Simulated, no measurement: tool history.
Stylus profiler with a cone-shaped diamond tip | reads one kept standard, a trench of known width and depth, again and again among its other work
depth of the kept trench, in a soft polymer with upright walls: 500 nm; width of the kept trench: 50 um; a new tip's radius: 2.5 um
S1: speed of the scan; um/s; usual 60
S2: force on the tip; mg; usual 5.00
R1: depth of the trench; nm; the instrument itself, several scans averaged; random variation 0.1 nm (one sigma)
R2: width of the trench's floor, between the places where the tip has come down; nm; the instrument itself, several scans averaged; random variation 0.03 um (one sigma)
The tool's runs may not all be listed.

| run | hour | S1 | S2 | R1 | R2 |
|---|---|---|---|---|---|
| 1 | 0.0 | 60 | 5.00 | 510.87 | 46790 |
| 2 | 25.5 | 60 | 5.00 | 511.12 | 46730 |
| 3 | 49.9 | 184 | 5.00 | 511.00 | 46390 |
| 4 | 78.9 | 30 | 5.00 | 511.10 | 46860 |
| 5 | 96.6 | 30 | 5.00 | 510.90 | 46840 |
| 6 | 110.6 | 30 | 2.91 | 507.70 | 46770 |
| 7 | 142.3 | 60 | 5.00 | 510.59 | 46660 |
| 8 | 165.3 | 60 | 5.00 | 510.81 | 46690 |
| 9 | 194.9 | 60 | 5.00 | 510.72 | 46690 |
| 10 | 224.5 | 60 | 5.00 | 510.79 | 46670 |
| 11 | 240.0 | 60 | 5.00 | 510.86 | 46600 |
| 12 | 260.3 | 96 | 5.00 | 510.71 | 46490 |
| 13 | 288.8 | 211 | 5.00 | 510.80 | 46140 |
| 14 | 307.3 | 114 | 5.00 | 510.77 | 46410 |
| 15 | 327.4 | 114 | 5.00 | 510.75 | 46420 |
| 16 | 354.0 | 60 | 8.13 | 515.07 | 46630 |
| 17 | 383.1 | 60 | 8.13 | 515.16 | 46530 |
| 18 | 402.5 | 60 | 8.13 | 515.04 | 46590 |
| 19 | 431.4 | 60 | 8.13 | 515.13 | 46560 |
| 20 | 464.0 | 60 | 4.57 | 510.13 | 46450 |
| 21 | 478.6 | 60 | 7.81 | 514.66 | 46500 |
| 22 | 504.3 | 139 | 7.81 | 514.41 | 46270 |
|  | 506.9 | height scale calibrated on a step standard |
| 23 | 527.7 | 139 | 7.81 | 514.42 | 46290 |
| 24 | 555.6 | 47 | 5.60 | 511.33 | 46450 |
| 25 | 580.0 | 85 | 3.91 | 509.02 | 46260 |
| 26 | 600.5 | 81 | 1.77 | 505.10 | 46150 |
| 27 | 627.7 | 81 | 1.77 | 504.75 | 46170 |
|  | 648.5 | height scale calibrated on a step standard, once more |
| 28 | 655.2 | 81 | 1.77 | 505.65 | 46110 |
| 29 | 686.3 | 208 | 2.36 | 506.68 | 45540 |
| 30 | 713.1 | 208 | 2.36 | 506.77 | 45590 |
| 31 | 739.1 | 48 | 4.11 | 509.93 | 46310 |
| 32 | 767.6 | 48 | 4.11 | 509.83 | 46280 |
| 33 | 786.4 | 140 | 13.88 | 521.98 | 46200 |
| 34 | 810.7 | 140 | 13.88 | 521.61 | 46240 |
| 35 | 827.9 | 201 | 5.22 | 511.40 | 45850 |
| 36 | 857.8 | 33 | 11.51 | 519.24 | 46340 |
| 37 | 881.9 | 156 | 1.83 | 505.81 | 45670 |
| 38 | 898.0 | 26 | 4.93 | 510.83 | 46340 |
| 39 | 915.5 | 58 | 4.89 | 510.80 | 46190 |
| 40 | 936.0 | 30 | 3.46 | 508.57 | 46250 |
| 41 | 964.2 | 60 | 7.63 | 514.78 | 46200 |
| 42 | 986.9 | 60 | 7.63 | 514.41 | 46230 |
| 43 | 1014.5 | 23 | 6.21 | 512.63 | 46320 |
| 44 | 1040.8 | 104 | 5.00 | 510.88 | 45980 |
| 45 | 1072.1 | 178 | 4.36 | 509.95 | 45660 |

The same runs without the tool's hidden state, with the same run-to-run variation:
The hidden state here: radius of the tip, um; height scale over the true one, %; drift of the gauge itself on depth_nm, %; drift of the gauge itself on floor_um, %.
| run | R1 | R2 |
|---|---|---|
| 1 | 510.99 | 46830 |
| 2 | 511.25 | 46790 |
| 3 | 511.14 | 46460 |
| 4 | 511.26 | 46950 |
| 5 | 511.06 | 46940 |
| 6 | 507.87 | 46880 |
| 7 | 510.77 | 46800 |
| 8 | 511.01 | 46840 |
| 9 | 510.93 | 46860 |
| 10 | 511.02 | 46860 |
| 11 | 511.09 | 46800 |
| 12 | 510.95 | 46700 |
| 13 | 511.05 | 46370 |
| 14 | 511.04 | 46650 |
| 15 | 511.03 | 46680 |
| 16 | 515.36 | 46910 |
| 17 | 515.46 | 46820 |
| 18 | 515.35 | 46890 |
| 19 | 515.46 | 46890 |
| 20 | 510.47 | 46800 |
| 21 | 515.01 | 46860 |
| 22 | 514.77 | 46640 |
| 23 | 514.91 | 46670 |
| 24 | 511.83 | 46850 |
| 25 | 509.52 | 46670 |
| 26 | 505.61 | 46580 |
| 27 | 505.27 | 46610 |
| 28 | 505.59 | 46570 |
| 29 | 506.64 | 46020 |
| 30 | 506.74 | 46090 |
| 31 | 509.91 | 46820 |
| 32 | 509.82 | 46810 |
| 33 | 521.98 | 46740 |
| 34 | 521.63 | 46790 |
| 35 | 511.42 | 46420 |
| 36 | 519.28 | 46920 |
| 37 | 505.86 | 46260 |
| 38 | 510.88 | 46950 |
| 39 | 510.87 | 46810 |
| 40 | 508.64 | 46880 |
| 41 | 514.88 | 46840 |
| 42 | 514.51 | 46880 |
| 43 | 512.74 | 46990 |
| 44 | 511.01 | 46670 |
| 45 | 510.08 | 46370 |

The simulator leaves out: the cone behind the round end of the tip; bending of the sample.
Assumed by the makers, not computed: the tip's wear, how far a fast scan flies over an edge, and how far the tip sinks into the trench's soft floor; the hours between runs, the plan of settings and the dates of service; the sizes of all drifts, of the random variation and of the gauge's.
